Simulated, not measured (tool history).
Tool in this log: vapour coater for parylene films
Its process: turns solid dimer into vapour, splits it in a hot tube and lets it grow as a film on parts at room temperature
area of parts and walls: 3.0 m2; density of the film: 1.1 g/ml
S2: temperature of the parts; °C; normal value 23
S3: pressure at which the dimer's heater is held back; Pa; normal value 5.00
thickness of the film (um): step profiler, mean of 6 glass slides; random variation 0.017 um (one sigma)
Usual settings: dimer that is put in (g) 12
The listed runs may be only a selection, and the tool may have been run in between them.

{"run": 1, "day": 0.0, "dimer that is put in (g)": 12, "S2": 23, "S3": 5.0, "thickness of the film (um)": 2.24}
{"run": 2, "day": 0.621, "dimer that is put in (g)": 12, "S2": 23, "S3": 5.0, "thickness of the film (um)": 2.24}
{"run": 3, "day": 0.975, "dimer that is put in (g)": 12, "S2": 23, "S3": 5.0, "thickness of the film (um)": 2.23}
{"run": 4, "day": 1.579, "dimer that is put in (g)": 12, "S2": 23, "S3": 2.56, "thickness of the film (um)": 2.61}
{"run": 5, "day": 2.012, "dimer that is put in (g)": 12, "S2": 23, "S3": 2.56, "thickness of the film (um)": 2.58}
{"run": 6, "day": 2.596, "dimer that is put in (g)": 12, "S2": 23, "S3": 2.56, "thickness of the film (um)": 2.57}
{"run": 7, "day": 3.175, "dimer that is put in (g)": 12, "S2": 23, "S3": 2.56, "thickness of the film (um)": 2.55}
{"run": 8, "day": 3.85, "dimer that is put in (g)": 12, "S2": 23, "S3": 2.56, "thickness of the film (um)": 2.57}
{"day": 3.938, "done": "table's thermometer calibrated"}
{"day": 4.321, "done": "trap's valve overhauled"}
{"run": 9, "day": 4.633, "dimer that is put in (g)": 12, "S2": 23, "S3": 2.56, "thickness of the film (um)": 2.89}
{"run": 10, "day": 5.192, "dimer that is put in (g)": 12, "S2": 30, "S3": 5.0, "thickness of the film (um)": 2.14}
{"run": 11, "day": 5.767, "dimer that is put in (g)": 12, "S2": 30, "S3": 5.0, "thickness of the film (um)": 2.13}
{"run": 12, "day": 6.108, "dimer that is put in (g)": 12, "S2": 19, "S3": 3.24, "thickness of the film (um)": 2.94}
{"run": 13, "day": 6.608, "dimer that is put in (g)": 12, "S2": 19, "S3": 3.24, "thickness of the film (um)": 2.91}
{"run": 14, "day": 6.979, "dimer that is put in (g)": 15, "S2": 25, "S3": 7.51, "thickness of the film (um)": 2.7}
{"run": 15, "day": 7.475, "dimer that is put in (g)": 12, "S2": 33, "S3": 6.44, "thickness of the film (um)": 1.9}
{"run": 16, "day": 7.788, "dimer that is put in (g)": 17, "S2": 23, "S3": 2.49, "thickness of the film (um)": 4.05}
{"day": 8.3, "done": "table's thermometer calibrated, once more"}
{"run": 17, "day": 8.425, "dimer that is put in (g)": 17, "S2": 23, "S3": 2.49, "thickness of the film (um)": 4.03}
{"run": 18, "day": 9.008, "dimer that is put in (g)": 6, "S2": 23, "S3": 3.84, "thickness of the film (um)": 1.28}
{"run": 19, "day": 9.588, "dimer that is put in (g)": 10, "S2": 18, "S3": 7.95, "thickness of the film (um)": 1.98}
{"run": 20, "day": 10.017, "dimer that is put in (g)": 21, "S2": 23, "S3": 5.0, "thickness of the film (um)": 4.18}

Branching from run 20: 4 alternative next runs. What would each branch give?
{"run": "A", "day": 10.471, "dimer that is put in (g)": 6, "S2": 23, "S3": 5.0, "thickness of the film (um)": "?"}
{"run": "B", "day": 10.471, "dimer that is put in (g)": 12, "S2": 19, "S3": 3.9, "thickness of the film (um)": "?"}
{"run": "C", "day": 10.471, "dimer that is put in (g)": 21, "S2": 16, "S3": 3.31, "thickness of the film (um)": "?"}
{"run": "D", "day": 10.471, "dimer that is put in (g)": 8, "S2": 23, "S3": 2.54, "thickness of the film (um)": "?"}

run=A thickness_of_the_film_(um)=1.23
run=B thickness_of_the_film_(um)=2.72
run=C thickness_of_the_film_(um)=5.19
run=D thickness_of_the_film_(um)=1.83
The same runs, with their run-to-run variation unchanged, on a tool lacking any hidden condition would have given:
run=A thickness_of_the_film_(um)=1.30
run=B thickness_of_the_film_(um)=2.89
run=C thickness_of_the_film_(um)=5.51
run=D thickness_of_the_film_(um)=1.95
